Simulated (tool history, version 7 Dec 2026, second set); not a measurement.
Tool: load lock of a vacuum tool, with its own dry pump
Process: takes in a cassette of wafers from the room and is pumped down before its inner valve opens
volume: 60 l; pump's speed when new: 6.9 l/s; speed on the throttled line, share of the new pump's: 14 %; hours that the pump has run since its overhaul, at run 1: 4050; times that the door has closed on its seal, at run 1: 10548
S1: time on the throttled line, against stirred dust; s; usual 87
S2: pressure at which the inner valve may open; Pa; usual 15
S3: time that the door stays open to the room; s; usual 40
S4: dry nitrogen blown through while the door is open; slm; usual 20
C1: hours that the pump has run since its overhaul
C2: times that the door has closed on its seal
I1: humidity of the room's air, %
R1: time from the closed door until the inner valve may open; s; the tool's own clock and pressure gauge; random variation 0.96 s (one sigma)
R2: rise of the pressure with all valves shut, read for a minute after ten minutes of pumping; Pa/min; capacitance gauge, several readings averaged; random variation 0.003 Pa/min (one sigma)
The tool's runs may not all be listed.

{"run": 1, "hour": 0.0, "S1": 87, "S2": 15, "S3": 40, "S4": 20, "C1": 4050, "C2": 10548, "I1": 46.1, "R1": 153.4, "R2": 0.021}
{"run": 2, "hour": 118.9, "S1": 87, "S2": 15, "S3": 40, "S4": 6, "C1": 4169, "C2": 10858, "I1": 47.7, "R1": 152.0, "R2": 0.039}
{"run": 3, "hour": 231.3, "S1": 87, "S2": 15, "S3": 40, "S4": 7, "C1": 4281, "C2": 11151, "I1": 41.5, "R1": 151.8, "R2": 0.032}
{"run": 4, "hour": 332.6, "S1": 87, "S2": 15, "S3": 40, "S4": 7, "C1": 4383, "C2": 11415, "I1": 45.7, "R1": 151.5, "R2": 0.038}
{"run": 5, "hour": 411.7, "S1": 87, "S2": 15, "S3": 40, "S4": 7, "C1": 4462, "C2": 11621, "I1": 42.9, "R1": 152.9, "R2": 0.032}
{"run": 6, "hour": 550.8, "S1": 87, "S2": 15, "S3": 40, "S4": 7, "C1": 4601, "C2": 11983, "I1": 40.6, "R1": 151.4, "R2": 0.032}
{"run": 7, "hour": 695.1, "S1": 87, "S2": 15, "S3": 40, "S4": 7, "C1": 4745, "C2": 12359, "I1": 47.0, "R1": 153.4, "R2": 0.036}
{"run": 8, "hour": 842.2, "S1": 87, "S2": 15, "S3": 40, "S4": 20, "C1": 4892, "C2": 12742, "I1": 44.5, "R1": 151.8, "R2": 0.027}
{"run": 9, "hour": 963.8, "S1": 87, "S2": 15, "S3": 40, "S4": 20, "C1": 5014, "C2": 13059, "I1": 44.0, "R1": 152.4, "R2": 0.03}
{"run": 10, "hour": 1109.1, "S1": 87, "S2": 15, "S3": 40, "S4": 20, "C1": 5159, "C2": 13437, "I1": 43.8, "R1": 154.1, "R2": 0.022}
{"run": 11, "hour": 1251.1, "S1": 87, "S2": 15, "S3": 40, "S4": 20, "C1": 5301, "C2": 13807, "I1": 46.0, "R1": 152.6, "R2": 0.027}
{"run": 12, "hour": 1321.2, "S1": 87, "S2": 15, "S3": 40, "S4": 20, "C1": 5371, "C2": 13989, "I1": 46.5, "R1": 152.6, "R2": 0.023}
{"run": 13, "hour": 1419.5, "S1": 87, "S2": 15, "S3": 40, "S4": 20, "C1": 5470, "C2": 14246, "I1": 44.6, "R1": 152.2, "R2": 0.023}
{"run": 14, "hour": 1500.2, "S1": 87, "S2": 16, "S3": 40, "S4": 20, "C1": 5550, "C2": 14456, "I1": 45.8, "R1": 151.2, "R2": 0.025}
{"run": 15, "hour": 1602.5, "S1": 87, "S2": 16, "S3": 40, "S4": 20, "C1": 5652, "C2": 14722, "I1": 43.0, "R1": 152.4, "R2": 0.021}
{"run": 16, "hour": 1746.2, "S1": 87, "S2": 16, "S3": 40, "S4": 20, "C1": 5796, "C2": 15096, "I1": 44.1, "R1": 149.7, "R2": 0.021}
{"run": 17, "hour": 1913.9, "S1": 87, "S2": 15, "S3": 40, "S4": 20, "C1": 5964, "C2": 15533, "I1": 44.6, "R1": 150.5, "R2": 0.025}
{"run": 18, "hour": 2001.7, "S1": 87, "S2": 12, "S3": 40, "S4": 20, "C1": 6052, "C2": 15762, "I1": 43.3, "R1": 153.0, "R2": 0.024}
{"run": 19, "hour": 2139.9, "S1": 87, "S2": 12, "S3": 40, "S4": 20, "C1": 6190, "C2": 16122, "I1": 40.1, "R1": 154.1, "R2": 0.02}
{"run": 20, "hour": 2309.6, "S1": 82, "S2": 12, "S3": 99, "S4": 20, "C1": 6360, "C2": 16564, "I1": 43.0, "R1": 150.1, "R2": 0.042}
{"run": 21, "hour": 2447.6, "S1": 87, "S2": 15, "S3": 157, "S4": 13, "C1": 6498, "C2": 16923, "I1": 47.3, "R1": 151.2, "R2": 0.058}
{"run": 22, "hour": 2595.7, "S1": 87, "S2": 15, "S3": 157, "S4": 13, "C1": 6646, "C2": 17309, "I1": 41.8, "R1": 152.2, "R2": 0.047}
{"run": 23, "hour": 2684.9, "S1": 83, "S2": 15, "S3": 54, "S4": 7, "C1": 6735, "C2": 17541, "I1": 46.4, "R1": 148.9, "R2": 0.038}
{"run": 24, "hour": 2758.4, "S1": 87, "S2": 16, "S3": 122, "S4": 20, "C1": 6808, "C2": 17733, "I1": 48.5, "R1": 150.9, "R2": 0.042}
{"run": 25, "hour": 2931.7, "S1": 87, "S2": 16, "S3": 122, "S4": 20, "C1": 6982, "C2": 18184, "I1": 41.9, "R1": 152.0, "R2": 0.036}
{"run": 26, "hour": 3065.4, "S1": 87, "S2": 18, "S3": 197, "S4": 38, "C1": 7115, "C2": 18532, "I1": 46.6, "R1": 150.6, "R2": 0.036}
{"run": 27, "hour": 3138.9, "S1": 85, "S2": 15, "S3": 197, "S4": 38, "C1": 7189, "C2": 18724, "I1": 45.9, "R1": 149.9, "R2": 0.041}
{"run": 28, "hour": 3310.8, "S1": 85, "S2": 15, "S3": 197, "S4": 38, "C1": 7361, "C2": 19171, "I1": 42.7, "R1": 149.7, "R2": 0.041}
{"run": 29, "hour": 3406.1, "S1": 85, "S2": 23, "S3": 26, "S4": 14, "C1": 7456, "C2": 19419, "I1": 43.8, "R1": 146.2, "R2": 0.022}
{"run": 30, "hour": 3575.2, "S1": 85, "S2": 11, "S3": 26, "S4": 17, "C1": 7625, "C2": 19860, "I1": 45.9, "R1": 152.2, "R2": 0.016}
{"hour": 3696.7, "done": "door's seal changed, seat wiped"}
{"run": 31, "hour": 3711.5, "S1": 87, "S2": 24, "S3": 46, "S4": 5, "C1": 7760, "C2": 38, "I1": 44.9, "R1": 148.3, "R2": 0.034}
{"run": 32, "hour": 3781.8, "S1": 87, "S2": 16, "S3": 60, "S4": 11, "C1": 7830, "C2": 221, "I1": 43.5, "R1": 150.9, "R2": 0.029}
{"run": 33, "hour": 3948.0, "S1": 121, "S2": 28, "S3": 60, "S4": 9, "C1": 7997, "C2": 654, "I1": 44.6, "R1": 174.1, "R2": 0.037}
{"run": 34, "hour": 4047.6, "S1": 121, "S2": 11, "S3": 60, "S4": 10, "C1": 8096, "C2": 913, "I1": 46.1, "R1": 184.5, "R2": 0.032}
{"run": 35, "hour": 4136.2, "S1": 136, "S2": 13, "S3": 102, "S4": 20, "C1": 8185, "C2": 1144, "I1": 45.4, "R1": 195.1, "R2": 0.043}
{"run": 36, "hour": 4272.3, "S1": 136, "S2": 13, "S3": 102, "S4": 20, "C1": 8321, "C2": 1499, "I1": 43.6, "R1": 198.8, "R2": 0.033}
{"run": 37, "hour": 4417.1, "S1": 146, "S2": 13, "S3": 40, "S4": 9, "C1": 8466, "C2": 1876, "I1": 44.0, "R1": 206.2, "R2": 0.026}

Forecast each of these 4 alternatives for the next run:
{"run": "A", "hour": 4514.3, "S1": 91, "S2": 11, "S3": 40, "S4": 5, "C1": 8563, "C2": 2129, "I1": 42.0, "R1": "?", "R2": "?"}
{"run": "B", "hour": 4514.3, "S1": 150, "S2": 17, "S3": 40, "S4": 19, "C1": 8563, "C2": 2129, "I1": 41.8, "R1": "?", "R2": "?"}
{"run": "C", "hour": 4514.3, "S1": 87, "S2": 29, "S3": 40, "S4": 20, "C1": 8563, "C2": 2129, "I1": 44.3, "R1": "?", "R2": "?"}
{"run": "D", "hour": 4514.3, "S1": 169, "S2": 16, "S3": 148, "S4": 20, "C1": 8563, "C2": 2129, "I1": 45.8, "R1": "?", "R2": "?"}

run=A R1=157.4 R2=0.033
run=B R1=205.2 R2=0.023
run=C R1=146.1 R2=0.020
run=D R1=225.4 R2=0.051
Without the tool's hidden state the same runs would have given:
run=A R1=157.4 R2=0.033
run=B R1=205.2 R2=0.023
run=C R1=146.1 R2=0.020
run=D R1=225.4 R2=0.051

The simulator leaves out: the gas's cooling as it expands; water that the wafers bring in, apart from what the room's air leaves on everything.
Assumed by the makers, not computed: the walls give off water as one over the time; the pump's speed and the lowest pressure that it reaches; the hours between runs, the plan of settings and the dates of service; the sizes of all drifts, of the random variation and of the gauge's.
